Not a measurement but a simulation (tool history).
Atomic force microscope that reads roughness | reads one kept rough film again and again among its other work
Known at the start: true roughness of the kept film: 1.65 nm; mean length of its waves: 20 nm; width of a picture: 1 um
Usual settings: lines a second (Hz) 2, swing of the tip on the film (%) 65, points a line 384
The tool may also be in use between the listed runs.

run,hour,lines a second (Hz),swing of the tip on the film (%),points a line,roughness of the kept film (nm (root mean square))
1,0,2,65,384,1.246
2,11.1,2,65,384,1.158
3,27.1,2,65,551,1.081
4,38.8,2,65,384,1.015
5,49,2,65,384,0.965
# hour 57.7: new tip fitted
6,65.4,2,65,384,1.229
7,75.6,2,65,384,1.157
8,98.2,2,65,384,1.032
9,110.7,2,65,384,0.971
# hour 125.2: new tip fitted
10,133.6,2,65,384,1.235
11,144.3,2,65,384,1.148
12,159.1,2,65,384,1.074
13,174.8,2,65,384,0.995
# hour 193.6: new tip fitted
14,195.4,2,65,384,1.278
15,204.8,2,65,384,1.199
16,218.6,2.37,65,384,1.1
17,238.2,1.44,65,384,1.018
18,255.3,1.44,65,384,0.944
# hour 261.4: new tip fitted
19,269.8,1.44,65,384,1.228
20,281.4,1.44,65,384,1.141
21,303.4,1.44,65,384,1.046
22,315.9,1.44,65,384,0.976
# hour 327.9: new tip fitted
23,334.6,2,65,384,1.243
24,348.9,2,65,384,1.139
25,363.8,2.29,84,929,0.943
# hour 366.2: height scale calibrated on a step standard
26,380.2,2.29,84,929,0.86
27,390,2.29,84,929,0.823
# hour 396.4: new tip fitted
28,410.3,2.29,67,929,1.183
29,423.1,2,65,488,1.116
30,436.2,0.59,59,614,1.092
31,454.1,2,88,384,0.84
# hour 463.6: new tip fitted
32,467.1,2,88,384,1.109
# hour 473.1: height scale calibrated on a step standard, once more
33,488.6,3.26,88,384,0.907
34,501.6,3.87,88,942,0.828
35,512.8,3.87,88,942,0.788
# hour 532: new tip fitted
36,535.5,2.58,88,752,1.078
37,556.1,2.58,88,752,0.977
38,572.3,2.03,74,286,0.99
39,591.3,3.34,82,360,0.797
# hour 599.2: new tip fitted
40,607.8,3.54,86,421,0.997
41,619.1,2.34,62,648,1.175
42,629.2,0.79,65,384,1.14
43,646.7,0.52,64,324,1.05
44,663.5,0.52,64,324,0.969
# hour 667.2: new tip fitted
45,675.4,2,66,649,1.252
46,697.9,0.66,80,398,1.113

Run 47 comes next. What will it give?
47,717.5,1.01,58,790,?

roughness of the kept film (nm (root mean square)): 1.052
Without the tool's hidden state the same run would have given roughness of the kept film (nm (root mean square)) 1.399.
